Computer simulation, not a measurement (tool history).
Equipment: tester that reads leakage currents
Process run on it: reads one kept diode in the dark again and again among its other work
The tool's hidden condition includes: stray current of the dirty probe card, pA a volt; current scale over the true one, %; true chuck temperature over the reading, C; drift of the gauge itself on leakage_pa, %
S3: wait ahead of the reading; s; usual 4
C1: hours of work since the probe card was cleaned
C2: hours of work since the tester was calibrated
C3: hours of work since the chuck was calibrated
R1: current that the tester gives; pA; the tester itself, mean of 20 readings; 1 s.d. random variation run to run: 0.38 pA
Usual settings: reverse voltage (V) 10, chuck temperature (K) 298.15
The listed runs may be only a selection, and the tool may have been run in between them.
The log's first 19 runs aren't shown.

Run 20, hour 939.5: usual settings but reverse voltage (V) 5.6, chuck temperature (K) 327.15; C1 3349; C2 1660; C3 150. Result: R1 916.82 pA.
Run 21, hour 1006.5: usual settings but reverse voltage (V) 3.5, chuck temperature (K) 301.15, S3 0.31 s; C1 3379; C2 1690; C3 180. Result: R1 110.07 pA.
Run 22, hour 1045.8: usual settings but reverse voltage (V) 15.1, chuck temperature (K) 310.15, S3 4.26 s; C1 3396; C2 1707; C3 197. Result: R1 428.47 pA.
At hour 1074.8: probe card cleaned and baked.
Run 23, hour 1110.5: usual settings but reverse voltage (V) 15.1, chuck temperature (K) 310.15, S3 4.26 s; C1 16; C2 1734; C3 225. Result: R1 413.59 pA.
Run 24, hour 1170.3: usual settings but reverse voltage (V) 4.6, chuck temperature (K) 303.15, S3 4.26 s; C1 42; C2 1761; C3 251. Result: R1 138.8 pA.
Run 25, hour 1230.9: usual settings but reverse voltage (V) 1.2, chuck temperature (K) 303.15, S3 4.26 s; C1 69; C2 1788; C3 278. Result: R1 75.01 pA.
Run 26, hour 1268: usual settings but reverse voltage (V) 3.7; C1 86; C2 1804; C3 295. Result: R1 83.82 pA.
Run 27, hour 1310.5: usual settings but reverse voltage (V) 17.2, chuck temperature (K) 311.15, S3 3.12 s; C1 105; C2 1823; C3 313. Result: R1 478.74 pA.
Run 28, hour 1347.6: usual settings but reverse voltage (V) 5.4, chuck temperature (K) 311.15, S3 3.12 s; C1 121; C2 1840; C3 330. Result: R1 280.86 pA.
Run 29, hour 1380.4: usual settings but chuck temperature (K) 299.15; C1 136; C2 1854; C3 344. Result: R1 144.52 pA.
Run 30, hour 1449.9: usual settings but reverse voltage (V) 13.2; C1 167; C2 1885; C3 375. Result: R1 152.16 pA.

5 options for the next run, each taken on its own from the tool as it stands now. Forecast them:
Run A, hour 1504.3: usual settings but reverse voltage (V) 10.1, chuck temperature (K) 333.15; C1 191; C2 1909; C3 400. Result: R1 ?.
Run B, hour 1504.3: usual settings but reverse voltage (V) 1.2; C1 191; C2 1909; C3 400. Result: R1 ?.
Run C, hour 1504.3: usual settings but reverse voltage (V) 8.3, S3 1.95 s; C1 191; C2 1909; C3 400. Result: R1 ?.
Run D, hour 1504.3: usual settings but reverse voltage (V) 14.7; C1 191; C2 1909; C3 400. Result: R1 ?.
Run E, hour 1504.3: usual settings but reverse voltage (V) 1.3, chuck temperature (K) 300.15, S3 8.35 s; C1 191; C2 1909; C3 400. Result: R1 ?.

run       R1
  A  1845.79
  B    50.66
  C   122.86
  D   160.12
  E    61.71
Take away the tool's hidden state, keep each run's random variation, and the runs would have read:
run       R1
  A  1770.52
  B    48.11
  C   116.41
  D   151.46
  E    58.65
